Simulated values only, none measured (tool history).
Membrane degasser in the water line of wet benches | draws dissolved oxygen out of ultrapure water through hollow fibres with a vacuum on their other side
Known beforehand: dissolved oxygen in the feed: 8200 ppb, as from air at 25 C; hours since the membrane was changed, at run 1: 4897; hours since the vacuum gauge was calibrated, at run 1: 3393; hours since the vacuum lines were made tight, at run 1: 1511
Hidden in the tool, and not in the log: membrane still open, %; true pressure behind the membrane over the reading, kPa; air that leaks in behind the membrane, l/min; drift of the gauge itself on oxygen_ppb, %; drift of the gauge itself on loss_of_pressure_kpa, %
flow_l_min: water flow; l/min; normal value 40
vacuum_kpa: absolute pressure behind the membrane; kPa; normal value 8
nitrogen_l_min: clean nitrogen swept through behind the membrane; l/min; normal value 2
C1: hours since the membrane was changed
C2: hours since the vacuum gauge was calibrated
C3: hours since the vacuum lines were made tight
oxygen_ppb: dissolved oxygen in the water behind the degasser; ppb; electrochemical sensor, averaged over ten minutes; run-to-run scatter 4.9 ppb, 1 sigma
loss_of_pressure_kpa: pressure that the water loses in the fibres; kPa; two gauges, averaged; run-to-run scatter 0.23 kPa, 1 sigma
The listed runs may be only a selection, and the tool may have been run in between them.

Run 1, day 0: usual settings; C1 4897; C2 3393; C3 1511. Result: oxygen_ppb 493.1 ppb, loss_of_pressure_kpa 57.28 kPa.
Run 2, day 11.858: usual settings but flow_l_min 26 l/min; C1 5181; C2 3678; C3 1796. Result: oxygen_ppb 266 ppb, loss_of_pressure_kpa 37.43 kPa.
Run 3, day 18.979: usual settings; C1 5352; C2 3849; C3 1967. Result: oxygen_ppb 498.7 ppb, loss_of_pressure_kpa 57.45 kPa.
Run 4, day 28.662: usual settings; C1 5585; C2 4081; C3 2199. Result: oxygen_ppb 478.8 ppb, loss_of_pressure_kpa 56.9 kPa.
Run 5, day 35.142: usual settings; C1 5740; C2 4237; C3 2355. Result: oxygen_ppb 491.9 ppb, loss_of_pressure_kpa 57.1 kPa.
At day 43.638: vacuum gauge calibrated.
Run 6, day 49.212: usual settings; C1 6077; C2 134; C3 2692. Result: oxygen_ppb 486.5 ppb, loss_of_pressure_kpa 56.75 kPa.
Run 7, day 63.883: usual settings; C1 6429; C2 486; C3 3044. Result: oxygen_ppb 502.8 ppb, loss_of_pressure_kpa 57.05 kPa.
Run 8, day 71.183: usual settings; C1 6605; C2 661; C3 3219. Result: oxygen_ppb 496.2 ppb, loss_of_pressure_kpa 57.38 kPa.
At day 72.596: seals of the vacuum lines changed.
Run 9, day 82.158: usual settings; C1 6866; C2 922; C3 230. Result: oxygen_ppb 482.4 ppb, loss_of_pressure_kpa 56.8 kPa.
Run 10, day 92.054: usual settings; C1 7103; C2 1160; C3 467. Result: oxygen_ppb 491.1 ppb, loss_of_pressure_kpa 56.69 kPa.
Run 11, day 105.017: usual settings; C1 7415; C2 1471; C3 778. Result: oxygen_ppb 495.1 ppb, loss_of_pressure_kpa 57.19 kPa.
Run 12, day 113.996: usual settings but flow_l_min 31 l/min; C1 7630; C2 1687; C3 994. Result: oxygen_ppb 343.9 ppb, loss_of_pressure_kpa 44.3 kPa.
Run 13, day 124.362: usual settings but flow_l_min 31 l/min; C1 7879; C2 1935; C3 1242. Result: oxygen_ppb 341.1 ppb, loss_of_pressure_kpa 44.32 kPa.
Run 14, day 137.375: usual settings but flow_l_min 31 l/min; C1 8191; C2 2248; C3 1555. Result: oxygen_ppb 347.4 ppb, loss_of_pressure_kpa 43.73 kPa.
At day 148.192: membrane cartridge changed.
Run 15, day 152.888: usual settings but nitrogen_l_min 0.85 l/min; C1 113; C2 2616; C3 1923. Result: oxygen_ppb 687.9 ppb, loss_of_pressure_kpa 56.75 kPa.
Run 16, day 159.55: usual settings but nitrogen_l_min 0.85 l/min; C1 273; C2 2776; C3 2083. Result: oxygen_ppb 696.8 ppb, loss_of_pressure_kpa 56.63 kPa.
Run 17, day 169.762: usual settings but flow_l_min 62 l/min, vacuum_kpa 19.23 kPa, nitrogen_l_min 1.54 l/min; C1 518; C2 3021; C3 2328. Result: oxygen_ppb 1596.2 ppb, loss_of_pressure_kpa 87.57 kPa.
Run 18, day 177.225: usual settings but flow_l_min 29 l/min, vacuum_kpa 7.78 kPa, nitrogen_l_min 3.91 l/min; C1 697; C2 3200; C3 2507. Result: oxygen_ppb 236.3 ppb, loss_of_pressure_kpa 40.91 kPa.
Run 19, day 191.433: usual settings but flow_l_min 29 l/min, vacuum_kpa 7.78 kPa, nitrogen_l_min 3.91 l/min; C1 1038; C2 3541; C3 2848. Result: oxygen_ppb 233.8 ppb, loss_of_pressure_kpa 40.9 kPa.
Run 20, day 201.046: usual settings but flow_l_min 48 l/min, nitrogen_l_min 3.03 l/min; C1 1269; C2 3772; C3 3079. Result: oxygen_ppb 568.8 ppb, loss_of_pressure_kpa 67.2 kPa.
At day 208.492: seals of the vacuum lines changed.
Run 21, day 214.067: usual settings but flow_l_min 32 l/min, vacuum_kpa 8.05 kPa, nitrogen_l_min 2.8 l/min; C1 1579; C2 4082; C3 134. Result: oxygen_ppb 317.2 ppb, loss_of_pressure_kpa 45.19 kPa.
Run 22, day 223.529: usual settings but flow_l_min 32 l/min, vacuum_kpa 8.05 kPa, nitrogen_l_min 2.8 l/min; C1 1806; C2 4309; C3 361. Result: oxygen_ppb 311.9 ppb, loss_of_pressure_kpa 44.67 kPa.
At day 229.117: vacuum gauge calibrated.
Run 23, day 238.888: usual settings but flow_l_min 35 l/min, vacuum_kpa 5.88 kPa, nitrogen_l_min 1.7 l/min; C1 2174; C2 235; C3 729. Result: oxygen_ppb 346.3 ppb, loss_of_pressure_kpa 49.04 kPa.
Run 24, day 247.321: usual settings but flow_l_min 48 l/min, vacuum_kpa 9.23 kPa; C1 2377; C2 437; C3 931. Result: oxygen_ppb 682.5 ppb, loss_of_pressure_kpa 67.43 kPa.
Run 25, day 253.921: usual settings but flow_l_min 41 l/min, vacuum_kpa 11.4 kPa, nitrogen_l_min 2.61 l/min; C1 2535; C2 595; C3 1090. Result: oxygen_ppb 573 ppb, loss_of_pressure_kpa 57.29 kPa.
Run 26, day 268.788: usual settings but flow_l_min 41 l/min, vacuum_kpa 11.4 kPa, nitrogen_l_min 2.61 l/min; C1 2892; C2 952; C3 1447. Result: oxygen_ppb 573.7 ppb, loss_of_pressure_kpa 57.66 kPa.
Run 27, day 282.038: usual settings but flow_l_min 53 l/min, vacuum_kpa 16.44 kPa, nitrogen_l_min 1.7 l/min; C1 3210; C2 1270; C3 1765. Result: oxygen_ppb 1178.1 ppb, loss_of_pressure_kpa 74.08 kPa.
Run 28, day 296.204: usual settings but flow_l_min 53 l/min, vacuum_kpa 16.44 kPa, nitrogen_l_min 1.53 l/min; C1 3550; C2 1610; C3 2105. Result: oxygen_ppb 1243.5 ppb, loss_of_pressure_kpa 73.99 kPa.
Run 29, day 309.204: usual settings but vacuum_kpa 6.39 kPa, nitrogen_l_min 3.02 l/min; C1 3862; C2 1922; C3 2417. Result: oxygen_ppb 384.6 ppb, loss_of_pressure_kpa 55.7 kPa.
Run 30, day 317.008: usual settings but vacuum_kpa 6.39 kPa, nitrogen_l_min 3.02 l/min; C1 4049; C2 2109; C3 2604. Result: oxygen_ppb 389.6 ppb, loss_of_pressure_kpa 55.96 kPa.
Run 31, day 330.996: usual settings but vacuum_kpa 6.39 kPa, nitrogen_l_min 3.02 l/min; C1 4385; C2 2445; C3 2940. Result: oxygen_ppb 378.4 ppb, loss_of_pressure_kpa 55.49 kPa.

Predict each of these 4 candidate next runs independently; none follows another, all start after run 31:
Run A, day 338.738: usual settings but vacuum_kpa 10.84 kPa, nitrogen_l_min 1.05 l/min; C1 4571; C2 2631; C3 3125. Result: oxygen_ppb ?, loss_of_pressure_kpa ?.
Run B, day 338.738: usual settings but flow_l_min 33 l/min, vacuum_kpa 6.39 kPa, nitrogen_l_min 3.02 l/min; C1 4571; C2 2631; C3 3125. Result: oxygen_ppb ?, loss_of_pressure_kpa ?.
Run C, day 338.738: usual settings but flow_l_min 25 l/min, nitrogen_l_min 0.88 l/min; C1 4571; C2 2631; C3 3125. Result: oxygen_ppb ?, loss_of_pressure_kpa ?.
Run D, day 338.738: usual settings but flow_l_min 53 l/min; C1 4571; C2 2631; C3 3125. Result: oxygen_ppb ?, loss_of_pressure_kpa ?.

run  oxygen_ppb  loss_of_pressure_kpa
  A       830.4                  55.7
  B       287.7                  45.7
  C       397.5                 34.58
  D       702.1                 73.45
The same runs, with their run-to-run variation unchanged, on a tool lacking any hidden condition would have given:
run  oxygen_ppb  loss_of_pressure_kpa
  A       829.5                 57.31
  B       287.1                 47.03
  C       396.9                 35.58
  D       701.1                 75.58
